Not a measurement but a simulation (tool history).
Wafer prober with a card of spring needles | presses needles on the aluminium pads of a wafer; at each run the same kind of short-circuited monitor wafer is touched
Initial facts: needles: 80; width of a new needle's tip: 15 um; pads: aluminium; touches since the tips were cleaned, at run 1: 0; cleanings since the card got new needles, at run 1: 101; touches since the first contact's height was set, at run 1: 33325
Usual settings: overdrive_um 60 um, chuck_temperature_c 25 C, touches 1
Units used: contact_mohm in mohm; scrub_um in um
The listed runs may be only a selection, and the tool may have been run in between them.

run	hour	overdrive_um	chuck_temperature_c	touches	touches since the tips were cleaned	cleanings since the card got new needles	touches since the first contact's height was set	contact_mohm	scrub_um
1	0.0	60	25	1	0	101	33325	123	16.18
# hour 18.4: tips cleaned on abrasive film
# hour 34.5: tips cleaned on abrasive film
2	47.8	60	105	1	5103	103	51523	131	16.23
# hour 51.1: tips cleaned on abrasive film
# hour 69.1: tips cleaned on abrasive film
3	82.7	60	25	2	5176	105	64742	118	16.18
# hour 86.0: tips cleaned on abrasive film
# hour 104.6: tips cleaned on abrasive film
# hour 123.7: tips cleaned on abrasive film
# hour 141.6: tips cleaned on abrasive film
4	141.6	60	25	2	0	109	87110	121	16.24
# hour 160.7: tips cleaned on abrasive film
5	170.6	60	25	2	3780	110	98150	120	16.09
# hour 178.7: tips cleaned on abrasive film
# hour 198.5: tips cleaned on abrasive film
# hour 214.6: tips cleaned on abrasive film
6	226.7	60	25	2	4609	113	119434	120	16.18
# hour 234.4: tips cleaned on abrasive film
# hour 252.6: tips cleaned on abrasive film
# hour 267.7: height of the first contact set anew
# hour 271.1: tips cleaned on abrasive film
# hour 288.8: tips cleaned on abrasive film
7	290.6	60	25	1	662	117	8672	118	16.15
# hour 306.5: tips cleaned on abrasive film
# hour 325.4: tips cleaned on abrasive film
8	330.8	60	25	1	2070	119	23972	120	16.14
# hour 342.9: tips cleaned on abrasive film
# hour 361.1: tips cleaned on abrasive film
9	361.1	60	25	1	0	121	35436	117	16.18
# hour 378.9: tips cleaned on abrasive film
# hour 398.3: tips cleaned on abrasive film
10	407.4	60	25	1	3491	123	53078	118	16.14
# hour 415.5: tips cleaned on abrasive film
# hour 435.1: tips cleaned on abrasive film
# hour 452.0: tips cleaned on abrasive film
11	452.0	60	25	1	0	126	69988	119	16.22
# hour 471.1: tips cleaned on abrasive film
# hour 487.2: tips cleaned on abrasive film
12	501.7	60	25	1	5545	128	88886	123	16.14
# hour 505.1: tips cleaned on abrasive film
# hour 524.4: tips cleaned on abrasive film
13	536.2	60	25	1	4515	130	101990	120	16.18
# hour 543.8: tips cleaned on abrasive film
# hour 563.5: tips cleaned on abrasive film
14	569.1	60	25	1	2143	132	114469	121	16.17
# hour 581.2: tips cleaned on abrasive film
# hour 600.0: tips cleaned on abrasive film
# hour 617.1: tips cleaned on abrasive film
15	617.1	60	25	1	0	135	132689	121	16.16
# hour 621.4: height of the first contact set anew
# hour 636.4: tips cleaned on abrasive film
16	651.8	60	25	1	5874	136	11576	119	16.17
# hour 655.9: tips cleaned on abrasive film
# hour 675.2: tips cleaned on abrasive film
# hour 694.0: tips cleaned on abrasive film
17	709.0	41	45	3	5749	139	33315	124	11.03
# hour 713.1: tips cleaned on abrasive film
# hour 732.5: tips cleaned on abrasive film
# hour 752.1: tips cleaned on abrasive film
18	759.8	56	53	3	2910	142	52581	124	15.10
# hour 770.3: tips cleaned on abrasive film
# hour 789.4: tips cleaned on abrasive film
19	799.7	56	68	3	3941	144	67768	127	15.08
# hour 807.7: tips cleaned on abrasive film
# hour 826.1: tips cleaned on abrasive film
# hour 845.3: tips cleaned on abrasive film
20	848.5	56	68	3	1209	147	86279	126	15.08
# hour 864.6: tips cleaned on abrasive film
# hour 884.7: tips cleaned on abrasive film
21	886.1	68	78	2	543	149	100564	127	18.33
# hour 901.5: tips cleaned on abrasive film
# hour 919.8: tips cleaned on abrasive film
# hour 935.9: tips cleaned on abrasive film
# hour 955.0: tips cleaned on abrasive film
22	955.0	44	78	2	0	153	126732	128	11.84
# hour 973.1: tips cleaned on abrasive film
# hour 977.4: height of the first contact set anew
# hour 992.9: tips cleaned on abrasive film
# hour 1013.0: tips cleaned on abrasive film
23	1021.1	41	48	1	3121	156	16644	128	11.05
# hour 1029.3: tips cleaned on abrasive film
# hour 1045.3: tips cleaned on abrasive film
24	1057.0	41	48	1	4442	158	30253	129	11.07
# hour 1064.7: tips cleaned on abrasive film
# hour 1083.6: tips cleaned on abrasive film
# hour 1100.8: tips cleaned on abrasive film
25	1100.8	41	48	1	0	161	46877	128	11.00
# hour 1119.5: tips cleaned on abrasive film
# hour 1138.1: tips cleaned on abrasive film
26	1152.0	41	48	1	5323	163	66370	129	11.03
# hour 1155.9: tips cleaned on abrasive film
# hour 1174.4: tips cleaned on abrasive film
# hour 1193.0: tips cleaned on abrasive film
27	1198.7	41	48	1	2205	166	84092	125	11.11

Branching from run 27: 5 alternative next runs. What would each branch give?
# hour 1212.0: tips cleaned on abrasive film
# hour 1231.0: tips cleaned on abrasive film
A	1237.3	48	110	1	2386	168	98737	?	?
# hour 1212.0: tips cleaned on abrasive film
# hour 1231.0: tips cleaned on abrasive film
B	1237.3	56	48	1	2386	168	98737	?	?
# hour 1212.0: tips cleaned on abrasive film
# hour 1231.0: tips cleaned on abrasive film
C	1237.3	50	25	1	2386	168	98737	?	?
# hour 1212.0: tips cleaned on abrasive film
# hour 1231.0: tips cleaned on abrasive film
D	1237.3	64	25	2	2386	168	98737	?	?
# hour 1212.0: tips cleaned on abrasive film
# hour 1231.0: tips cleaned on abrasive film
E	1237.3	60	25	3	2386	168	98737	?	?

run	contact_mohm	scrub_um
A	132	12.97
B	123	15.13
C	119	13.48
D	119	17.25
E	118	16.14
Take away the tool's hidden state, keep each run's random variation, and the runs would have read:
run	contact_mohm	scrub_um
A	132	12.97
B	123	15.13
C	119	13.49
D	119	17.25
E	118	16.14

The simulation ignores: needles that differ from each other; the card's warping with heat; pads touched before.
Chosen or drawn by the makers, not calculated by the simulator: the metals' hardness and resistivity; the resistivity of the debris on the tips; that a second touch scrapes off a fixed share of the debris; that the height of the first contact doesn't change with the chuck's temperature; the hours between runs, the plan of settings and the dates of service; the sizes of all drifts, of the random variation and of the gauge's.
